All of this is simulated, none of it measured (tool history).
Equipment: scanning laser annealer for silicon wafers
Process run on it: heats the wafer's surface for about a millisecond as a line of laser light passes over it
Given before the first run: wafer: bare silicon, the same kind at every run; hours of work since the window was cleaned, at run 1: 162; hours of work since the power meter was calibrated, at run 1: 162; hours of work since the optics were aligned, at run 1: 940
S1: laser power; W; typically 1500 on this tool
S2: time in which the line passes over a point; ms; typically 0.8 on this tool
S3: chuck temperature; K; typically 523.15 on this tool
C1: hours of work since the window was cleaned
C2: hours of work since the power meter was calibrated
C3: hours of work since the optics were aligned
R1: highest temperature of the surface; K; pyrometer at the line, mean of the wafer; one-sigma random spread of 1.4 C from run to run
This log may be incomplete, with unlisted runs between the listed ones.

run 1 hour=0 | S1=1500 S2=0.8 S3=523.15 | C1=162 C2=162 C3=940 | R1=1254.15
run 2 hour=6 | S1=1500 S2=0.8 S3=523.15 | C1=164 C2=164 C3=943 | R1=1254.15
run 3 hour=15.8 | S1=1500 S2=0.8 S3=523.15 | C1=168 C2=168 C3=947 | R1=1251.15
run 4 hour=24.3 | S1=1500 S2=0.8 S3=523.15 | C1=172 C2=172 C3=950 | R1=1251.15
run 5 hour=30.2 | S1=1500 S2=0.8 S3=523.15 | C1=174 C2=174 C3=953 | R1=1253.15
run 6 hour=37.6 | S1=1500 S2=0.8 S3=523.15 | C1=177 C2=177 C3=956 | R1=1251.15
run 7 hour=43.6 | S1=1500 S2=0.8 S3=523.15 | C1=180 C2=180 C3=958 | R1=1253.15
run 8 hour=50.5 | S1=1500 S2=0.8 S3=523.15 | C1=183 C2=183 C3=961 | R1=1252.15
run 9 hour=57.9 | S1=1500 S2=0.8 S3=523.15 | C1=186 C2=186 C3=964 | R1=1250.15
run 10 hour=64.5 | S1=1551 S2=0.8 S3=523.15 | C1=189 C2=189 C3=967 | R1=1283.15
run 11 hour=71.4 | S1=1500 S2=0.67 S3=523.15 | C1=192 C2=192 C3=970 | R1=1180.15
run 12 hour=77.2 | S1=1500 S2=0.776 S3=523.15 | C1=194 C2=194 C3=972 | R1=1239.15
run 13 hour=82.3 | S1=1500 S2=0.776 S3=523.15 | C1=196 C2=196 C3=975 | R1=1240.15
run 14 hour=88 | S1=1500 S2=0.776 S3=523.15 | C1=199 C2=199 C3=977 | R1=1241.15
run 15 hour=93.7 | S1=1500 S2=0.776 S3=523.15 | C1=201 C2=201 C3=979 | R1=1240.15
run 16 hour=103.4 | S1=1326 S2=0.8 S3=523.15 | C1=205 C2=205 C3=984 | R1=1150.15
run 17 hour=114.4 | S1=1500 S2=0.8 S3=523.15 | C1=210 C2=210 C3=988 | R1=1251.15
run 18 hour=122.5 | S1=1500 S2=0.8 S3=523.15 | C1=213 C2=213 C3=992 | R1=1252.15
run 19 hour=132.8 | S1=1500 S2=0.8 S3=523.15 | C1=218 C2=218 C3=996 | R1=1252.15
run 20 hour=142 | S1=1500 S2=0.8 S3=523.15 | C1=221 C2=221 C3=1000 | R1=1254.15
run 21 hour=153.1 | S1=1500 S2=0.8 S3=544.15 | C1=226 C2=226 C3=1004 | R1=1273.15
run 22 hour=161.4 | S1=1509 S2=0.827 S3=555.15 | C1=230 C2=230 C3=1008 | R1=1304.15
run 23 hour=167.2 | S1=1639 S2=0.582 S3=484.15 | C1=232 C2=232 C3=1010 | R1=1156.15
run 24 hour=177.9 | S1=1337 S2=0.582 S3=484.15 | C1=237 C2=237 C3=1015 | R1=1009.15
run 25 hour=184.1 | S1=1536 S2=0.944 S3=523.15 | C1=239 C2=239 C3=1017 | R1=1349.15
run 26 hour=192.4 | S1=1409 S2=0.8 S3=489.15 | C1=243 C2=243 C3=1021 | R1=1166.15
run 27 hour=199.3 | S1=1409 S2=0.8 S3=489.15 | C1=246 C2=246 C3=1024 | R1=1166.15
run 28 hour=209.5 | S1=1409 S2=0.8 S3=489.15 | C1=250 C2=250 C3=1028 | R1=1164.15
run 29 hour=216.3 | S1=1512 S2=0.8 S3=548.15 | C1=253 C2=253 C3=1031 | R1=1286.15
run 30 hour=226 | S1=1512 S2=0.8 S3=548.15 | C1=257 C2=257 C3=1035 | R1=1283.15
run 31 hour=236.4 | S1=1512 S2=0.8 S3=548.15 | C1=261 C2=261 C3=1039 | R1=1285.15
run 32 hour=244.2 | S1=1403 S2=0.753 S3=514.15 | C1=264 C2=264 C3=1043 | R1=1162.15
run 33 hour=250.8 | S1=1403 S2=0.753 S3=514.15 | C1=267 C2=267 C3=1046 | R1=1161.15
run 34 hour=259 | S1=1403 S2=0.753 S3=514.15 | C1=271 C2=271 C3=1049 | R1=1162.15
run 35 hour=266.9 | S1=1522 S2=0.873 S3=560.15 | C1=274 C2=274 C3=1052 | R1=1342.15
run 36 hour=276.9 | S1=1393 S2=0.873 S3=560.15 | C1=278 C2=278 C3=1057 | R1=1261.15
run 37 hour=285.4 | S1=1393 S2=0.972 S3=560.15 | C1=282 C2=282 C3=1060 | R1=1310.15
run 38 hour=294.4 | S1=1393 S2=0.972 S3=560.15 | C1=286 C2=286 C3=1064 | R1=1308.15
run 39 hour=301.4 | S1=1393 S2=0.972 S3=560.15 | C1=288 C2=288 C3=1067 | R1=1307.15
run 40 hour=312.7 | S1=1406 S2=0.8 S3=509.15 | C1=293 C2=293 C3=1072 | R1=1184.15
run 41 hour=321.6 | S1=1452 S2=0.663 S3=495.15 | C1=297 C2=297 C3=1075 | R1=1122.15
run 42 hour=326.5 | S1=1500 S2=0.8 S3=552.15 | C1=299 C2=299 C3=1077 | R1=1279.15

Forecast each of these 3 alternatives for the next run:
run A hour=333.5 | S1=1500 S2=0.8 S3=558.15 | C1=302 C2=302 C3=1080 | R1=?
run B hour=333.5 | S1=1503 S2=0.8 S3=523.15 | C1=302 C2=302 C3=1080 | R1=?
run C hour=333.5 | S1=1287 S2=0.64 S3=563.15 | C1=302 C2=302 C3=1080 | R1=?

run=A R1=1285.15
run=B R1=1254.15
run=C R1=1094.15
Take away the tool's hidden state, keep each run's random variation, and the runs would have read:
run=A R1=1285.15
run=B R1=1254.15
run=C R1=1094.15
